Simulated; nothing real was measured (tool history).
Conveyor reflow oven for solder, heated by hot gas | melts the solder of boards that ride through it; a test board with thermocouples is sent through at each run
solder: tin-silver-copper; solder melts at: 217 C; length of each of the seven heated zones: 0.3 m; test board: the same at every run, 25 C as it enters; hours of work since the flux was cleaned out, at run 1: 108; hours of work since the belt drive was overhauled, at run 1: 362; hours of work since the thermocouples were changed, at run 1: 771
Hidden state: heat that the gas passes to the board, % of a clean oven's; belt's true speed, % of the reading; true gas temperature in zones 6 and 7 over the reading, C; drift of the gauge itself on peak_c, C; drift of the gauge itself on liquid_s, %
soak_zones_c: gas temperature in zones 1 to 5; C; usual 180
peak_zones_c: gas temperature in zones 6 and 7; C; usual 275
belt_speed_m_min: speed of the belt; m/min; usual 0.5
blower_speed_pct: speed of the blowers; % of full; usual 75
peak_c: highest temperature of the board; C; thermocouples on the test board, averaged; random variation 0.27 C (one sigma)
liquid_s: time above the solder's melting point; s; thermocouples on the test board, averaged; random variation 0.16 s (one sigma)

run	hour	soak_zones_c	peak_zones_c	belt_speed_m_min	blower_speed_pct	hours of work since the flux was cleaned out	hours of work since the belt drive was overhauled	hours of work since the thermocouples were changed	peak_c	liquid_s
1	0	180	275	0.5	75	108	362	771	259.2	60.4
2	8.8	180	275	0.5	75	114	368	777	259.2	60.3
3	22.4	180	275	0.5	75	124	377	787	259.3	60.2
4	30.7	180	275	0.5	75	129	382	792	259.3	60
5	40.1	180	275	0.5	75	136	389	799	258.8	60.6
6	48.6	180	275	0.5	75	141	395	804	258.1	60.3
7	62.3	180	275	0.5	75	151	404	814	258.7	60.2
8	72.8	180	275	0.5	75	158	411	821	258.9	60.2
9	88.6	180	275	0.5	51	168	422	831	251.3	54.5
10	103.7	180	267	0.5	75	179	432	842	251.9	56.5
11	111.8	192	267	0.5	75	184	437	847	253.4	62.6
12	124.9	192	267	0.5	75	193	446	856	253.3	62.5
13	138.2	180	275	0.5	75	202	455	865	258.8	59.9
# hour 148.9: flux residue cleaned out of gas plates and filters
14	150.9	180	275	0.5	75	1	460	870	259.2	60.5
15	163.3	180	275	0.5	75	10	469	879	259.1	61
16	176	180	275	0.5	75	18	478	887	259.3	60.8
17	187.2	180	275	0.469	56	26	485	895	256.2	62.5
18	202.7	173	275	0.5	75	36	496	905	258.4	57.5
19	212.6	173	275	0.5	75	43	502	912	257.8	57.9
20	219.7	173	267	0.546	75	48	507	917	248.7	46.5
21	228.3	182	269	0.546	75	54	513	923	251.5	51.7
22	243.4	193	288	0.494	66	64	523	933	271.1	71.3
23	257.3	180	275	0.5	72	73	533	942	258.7	59.9

Forecast run 24:
24	268	169	267	0.429	74	81	540	950	?	?

{"run 24": {"peak_c": 254.3, "liquid_s": 64.5}}
Without the tool's hidden state the same run would have given peak_c 256.3 C, liquid_s 65.3 s.
